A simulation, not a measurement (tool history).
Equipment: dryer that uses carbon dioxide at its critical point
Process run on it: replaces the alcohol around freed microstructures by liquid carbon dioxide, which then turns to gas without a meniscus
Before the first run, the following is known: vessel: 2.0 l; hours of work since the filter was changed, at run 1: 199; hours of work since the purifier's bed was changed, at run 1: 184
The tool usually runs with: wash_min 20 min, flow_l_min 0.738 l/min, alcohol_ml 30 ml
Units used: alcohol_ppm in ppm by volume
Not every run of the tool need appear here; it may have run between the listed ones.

run	day	wash_min	flow_l_min	alcohol_ml	hours of work since the filter was changed	hours of work since the purifier's bed was changed	alcohol_ppm
1	0	20	0.738	30	199	184	173
# day 0.35: inlet filter changed
2	0.479	20	0.738	30	2	192	87
3	0.929	20	0.738	30	10	200	92
4	1.279	20	0.738	30	17	206	79
5	1.838	20	0.683	30	26	216	126
6	2.262	20	0.683	30	34	223	129
7	2.883	20	0.738	30	45	234	90
8	3.308	20	0.738	30	53	242	102
9	3.912	20	0.738	30	63	253	104
10	4.308	20	0.738	30	70	260	103
11	4.579	20	0.738	30	75	265	110
12	5.15	20	0.738	30	85	275	98
13	5.592	20	0.738	114	93	283	400
14	6.008	20	0.738	30	101	290	121
15	6.296	20	0.738	93	106	295	347
16	6.725	20	0.738	31	113	303	136
17	7.021	20	0.738	31	119	308	128
18	7.475	20	1.239	31	127	316	30
19	7.929	20	0.561	31	135	324	434
20	8.496	20	0.561	31	145	334	445
21	9.062	20	0.561	31	155	344	489
22	9.421	20	0.561	31	161	351	479
23	9.808	27	0.738	30	168	357	59
24	10.317	13	0.738	30	177	366	762
25	10.7	13	0.738	30	184	373	761
26	11.017	17	0.684	42	190	379	596
27	11.45	17	0.684	42	197	387	625
28	11.729	14	0.45	98	202	392	7711
# day 11.9: inlet filter changed
29	12.175	20	1.25	33	5	399	21
30	12.612	23	1.008	30	13	407	26
31	12.896	20	0.998	33	18	412	34
32	13.525	20	0.998	33	29	423	44
33	14.054	29	0.81	105	38	432	41
34	14.608	32	0.738	30	48	442	31
35	14.929	17	1.21	30	54	448	40
36	15.321	28	0.541	50	61	455	164
37	15.812	25	0.738	43	70	463	66

What does the tool deliver on the next run?
38	16.342	25	0.738	43	79	473	?

Run 38 measured alcohol_ppm 63 ppm by volume.
On a tool with no hidden condition, and with the same random variation, this run would have come out at alcohol_ppm 23 ppm by volume.

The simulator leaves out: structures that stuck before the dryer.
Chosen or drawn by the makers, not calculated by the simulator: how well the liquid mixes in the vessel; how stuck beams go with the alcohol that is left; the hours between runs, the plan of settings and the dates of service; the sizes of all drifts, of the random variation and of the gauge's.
